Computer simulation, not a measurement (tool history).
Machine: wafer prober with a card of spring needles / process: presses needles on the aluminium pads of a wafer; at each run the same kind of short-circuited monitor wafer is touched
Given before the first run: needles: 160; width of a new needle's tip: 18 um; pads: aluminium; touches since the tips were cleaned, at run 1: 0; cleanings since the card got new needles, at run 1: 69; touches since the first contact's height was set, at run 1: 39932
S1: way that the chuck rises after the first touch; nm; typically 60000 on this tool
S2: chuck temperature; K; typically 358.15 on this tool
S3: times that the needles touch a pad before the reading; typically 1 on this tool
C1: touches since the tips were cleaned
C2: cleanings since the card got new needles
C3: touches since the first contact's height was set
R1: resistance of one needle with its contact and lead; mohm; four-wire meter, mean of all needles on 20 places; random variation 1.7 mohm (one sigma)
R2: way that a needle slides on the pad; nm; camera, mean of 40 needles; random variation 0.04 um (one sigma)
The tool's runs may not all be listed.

run,hour,S1,S2,S3,C1,C2,C3,R1,R2
1,0.0,60000,358.15,1,0,69,39932,182,7950
# hour 7.4: tips cleaned on abrasive film
# hour 14.8: tips cleaned on abrasive film
# hour 22.2: tips cleaned on abrasive film
2,27.4,73000,358.15,1,3664,72,58922,239,9690
# hour 29.0: tips cleaned on abrasive film
# hour 36.4: tips cleaned on abrasive film
# hour 43.8: tips cleaned on abrasive film
# hour 49.8: tips cleaned on abrasive film
# hour 57.2: tips cleaned on abrasive film
3,61.2,60000,358.15,1,2801,77,82158,278,7850
# hour 64.2: tips cleaned on abrasive film
# hour 71.6: tips cleaned on abrasive film
# hour 79.0: tips cleaned on abrasive film
# hour 84.9: tips cleaned on abrasive film
4,90.6,49000,358.15,1,3963,81,102470,350,6350
# hour 92.2: tips cleaned on abrasive film
# hour 99.6: tips cleaned on abrasive film
# hour 107.0: tips cleaned on abrasive film
# hour 114.4: tips cleaned on abrasive film
# hour 121.8: tips cleaned on abrasive film
5,125.0,49000,358.15,1,2223,86,126150,324,6210
# hour 128.0: tips cleaned on abrasive film
# hour 135.4: tips cleaned on abrasive film
# hour 142.8: tips cleaned on abrasive film
6,145.8,49000,358.15,1,2113,89,140521,310,6220
# hour 148.8: tips cleaned on abrasive film
# hour 156.2: tips cleaned on abrasive film
# hour 160.9: height of the first contact set anew
# hour 162.5: tips cleaned on abrasive film
# hour 169.9: tips cleaned on abrasive film
7,175.1,60000,358.15,1,3640,93,9771,282,8000
# hour 176.6: tips cleaned on abrasive film
# hour 182.6: tips cleaned on abrasive film
# hour 190.0: tips cleaned on abrasive film
# hour 197.4: tips cleaned on abrasive film
# hour 203.3: tips cleaned on abrasive film
# hour 210.7: tips cleaned on abrasive film
8,213.9,60000,358.15,2,2192,99,36486,218,7850
# hour 216.9: tips cleaned on abrasive film
# hour 224.3: tips cleaned on abrasive film
# hour 231.7: tips cleaned on abrasive film
9,235.9,60000,309.15,2,2935,102,51684,227,7910
# hour 238.9: tips cleaned on abrasive film
# hour 246.3: tips cleaned on abrasive film
# hour 253.7: tips cleaned on abrasive film
10,255.9,60000,309.15,2,1528,105,65473,218,7840
# hour 260.4: tips cleaned on abrasive film
# hour 267.8: tips cleaned on abrasive film
# hour 275.2: tips cleaned on abrasive film
# hour 281.1: tips cleaned on abrasive film
# hour 288.6: tips cleaned on abrasive film
11,292.2,60000,353.15,1,2583,110,90534,271,7850
# hour 295.3: tips cleaned on abrasive film
# hour 302.7: tips cleaned on abrasive film
# hour 308.6: tips cleaned on abrasive film
12,313.9,60000,358.15,1,3671,113,105445,303,7790
# hour 315.4: tips cleaned on abrasive film
# hour 322.8: tips cleaned on abrasive film
# hour 330.2: tips cleaned on abrasive film
13,333.4,60000,358.15,1,2214,116,118898,275,7720
# hour 336.4: tips cleaned on abrasive film
# hour 342.4: tips cleaned on abrasive film
# hour 349.8: tips cleaned on abrasive film
# hour 357.2: tips cleaned on abrasive film
# hour 364.6: tips cleaned on abrasive film
14,368.4,60000,395.15,2,2644,121,143000,252,7640
# hour 371.4: tips cleaned on abrasive film
# hour 378.8: tips cleaned on abrasive film
# hour 380.5: height of the first contact set anew
# hour 386.5: tips cleaned on abrasive film
# hour 393.9: tips cleaned on abrasive film
15,394.5,60000,395.15,2,398,125,9594,206,8000
# hour 400.4: tips cleaned on abrasive film
# hour 407.8: tips cleaned on abrasive film
# hour 415.2: tips cleaned on abrasive film
# hour 422.6: tips cleaned on abrasive film
16,424.0,60000,395.15,2,994,129,30002,212,7960
# hour 430.0: tips cleaned on abrasive film
# hour 437.4: tips cleaned on abrasive film
# hour 443.3: tips cleaned on abrasive film
17,448.1,70000,305.15,1,3312,132,46598,251,9320
# hour 449.6: tips cleaned on abrasive film
# hour 457.0: tips cleaned on abrasive film
# hour 464.4: tips cleaned on abrasive film
# hour 470.4: tips cleaned on abrasive film
18,472.4,60000,358.15,1,1409,136,63335,243,7860
# hour 476.9: tips cleaned on abrasive film
# hour 484.3: tips cleaned on abrasive film
# hour 490.6: tips cleaned on abrasive film
19,490.6,60000,358.15,1,0,139,75841,189,7910
# hour 496.5: tips cleaned on abrasive film
# hour 503.9: tips cleaned on abrasive film
# hour 511.1: tips cleaned on abrasive film
20,511.1,43000,308.15,1,0,142,89992,200,5540
# hour 518.5: tips cleaned on abrasive film
# hour 524.4: tips cleaned on abrasive film
# hour 531.8: tips cleaned on abrasive film
# hour 539.2: tips cleaned on abrasive film
21,542.4,70000,350.15,1,2197,146,111601,248,9130
# hour 545.4: tips cleaned on abrasive film
# hour 552.8: tips cleaned on abrasive film
# hour 558.8: tips cleaned on abrasive film
# hour 566.2: tips cleaned on abrasive film
22,566.3,60000,314.15,2,78,150,128030,179,7740
# hour 572.2: tips cleaned on abrasive film
# hour 579.6: tips cleaned on abrasive film
# hour 587.0: tips cleaned on abrasive film
23,590.4,60000,377.15,2,2325,153,144667,239,7740
# hour 593.4: tips cleaned on abrasive film
# hour 599.5: height of the first contact set anew
# hour 601.1: tips cleaned on abrasive film
# hour 608.5: tips cleaned on abrasive film
# hour 615.9: tips cleaned on abrasive film
24,621.0,41000,319.15,2,3604,157,14844,361,5450
# hour 622.6: tips cleaned on abrasive film
# hour 630.0: tips cleaned on abrasive film
# hour 637.4: tips cleaned on abrasive film
# hour 644.8: tips cleaned on abrasive film
# hour 650.8: tips cleaned on abrasive film
# hour 658.2: tips cleaned on abrasive film
25,659.0,41000,319.15,2,573,163,40961,245,5360

Here are 4 independent what-if runs from the current tool condition. What would each one return?
# hour 664.9: tips cleaned on abrasive film
# hour 670.9: tips cleaned on abrasive film
# hour 678.3: tips cleaned on abrasive film
# hour 684.2: tips cleaned on abrasive film
# hour 691.6: tips cleaned on abrasive film
A,695.4,60000,310.15,1,2624,168,66065,?,?
# hour 664.9: tips cleaned on abrasive film
# hour 670.9: tips cleaned on abrasive film
# hour 678.3: tips cleaned on abrasive film
# hour 684.2: tips cleaned on abrasive film
# hour 691.6: tips cleaned on abrasive film
B,695.4,41000,319.15,1,2624,168,66065,?,?
# hour 664.9: tips cleaned on abrasive film
# hour 670.9: tips cleaned on abrasive film
# hour 678.3: tips cleaned on abrasive film
# hour 684.2: tips cleaned on abrasive film
# hour 691.6: tips cleaned on abrasive film
C,695.4,41000,365.15,3,2624,168,66065,?,?
# hour 664.9: tips cleaned on abrasive film
# hour 670.9: tips cleaned on abrasive film
# hour 678.3: tips cleaned on abrasive film
# hour 684.2: tips cleaned on abrasive film
# hour 691.6: tips cleaned on abrasive film
D,695.4,62000,315.15,2,2624,168,66065,?,?

run,R1,R2
A,289,7830
B,450,5370
C,286,5320
D,231,8030
Had the tool no hidden state, the same runs would have come out as:
run,R1,R2
A,158,7980
B,178,5520
C,186,5470
D,155,8180

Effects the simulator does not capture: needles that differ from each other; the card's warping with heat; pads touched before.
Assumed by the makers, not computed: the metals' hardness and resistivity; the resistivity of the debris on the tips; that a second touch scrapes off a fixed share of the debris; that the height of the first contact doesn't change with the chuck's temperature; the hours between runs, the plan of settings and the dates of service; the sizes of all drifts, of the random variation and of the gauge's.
